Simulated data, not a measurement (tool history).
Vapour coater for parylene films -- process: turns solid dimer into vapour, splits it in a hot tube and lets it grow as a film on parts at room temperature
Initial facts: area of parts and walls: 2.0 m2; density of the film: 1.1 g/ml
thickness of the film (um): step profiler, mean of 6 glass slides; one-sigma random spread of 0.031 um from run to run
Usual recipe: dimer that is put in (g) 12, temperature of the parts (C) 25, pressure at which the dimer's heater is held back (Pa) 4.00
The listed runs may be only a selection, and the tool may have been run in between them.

run,hour,dimer that is put in (g),temperature of the parts (C),pressure at which the dimer's heater is held back (Pa),thickness of the film (um)
1,0.0,12,25,4.00,2.91
2,73.1,18,25,4.00,4.38
3,128.0,18,25,4.00,4.30
4,168.4,8,25,4.00,1.85
5,202.6,8,25,4.00,1.91
6,279.6,8,25,4.00,1.78
7,342.8,13,25,4.00,2.93
# hour 368.4: trap's valve overhauled
8,384.2,13,25,7.51,2.77
9,416.0,13,25,7.51,2.74
10,469.0,12,25,4.00,2.90
11,532.8,12,25,4.00,2.83
12,589.8,12,35,4.00,1.82
13,627.1,12,25,4.00,2.80
14,672.4,12,25,4.00,2.73
# hour 678.2: table's thermometer calibrated
15,717.2,12,25,4.00,2.74
# hour 735.6: trap's valve overhauled
16,784.1,11,34,2.89,1.99
# hour 805.4: table's thermometer calibrated, once more
17,828.9,11,34,2.89,1.96
18,881.2,13,25,10.01,2.56
19,949.7,13,25,10.01,2.47
20,1015.1,6,24,2.47,1.61
21,1067.6,6,25,9.64,1.14
# hour 1103.0: trap's valve overhauled
22,1105.9,6,25,9.64,1.25
23,1142.4,7,26,9.64,1.33
24,1179.8,12,30,3.72,2.32
25,1256.8,12,30,3.72,2.35
26,1304.1,12,31,4.00,2.20
27,1368.5,12,21,7.69,2.90
28,1409.0,20,35,10.36,2.44
29,1461.6,5,25,2.29,1.27

Each row is a separate what-if for the run after 29, all from the same tool condition, not one after another. Results?
# hour 1471.5: trap's valve overhauled
A,1501.0,6,33,2.72,?
# hour 1471.5: trap's valve overhauled
B,1501.0,9,22,3.60,?
# hour 1471.5: trap's valve overhauled
C,1501.0,8,25,6.08,?
# hour 1471.5: trap's valve overhauled
D,1501.0,6,25,3.00,?

run,thickness of the film (um)
A,1.14
B,2.55
C,1.80
D,1.59
With the hidden condition removed and each run's random variation left untouched, the same runs would have given:
run,thickness of the film (um)
A,1.14
B,2.55
C,1.80
D,1.59

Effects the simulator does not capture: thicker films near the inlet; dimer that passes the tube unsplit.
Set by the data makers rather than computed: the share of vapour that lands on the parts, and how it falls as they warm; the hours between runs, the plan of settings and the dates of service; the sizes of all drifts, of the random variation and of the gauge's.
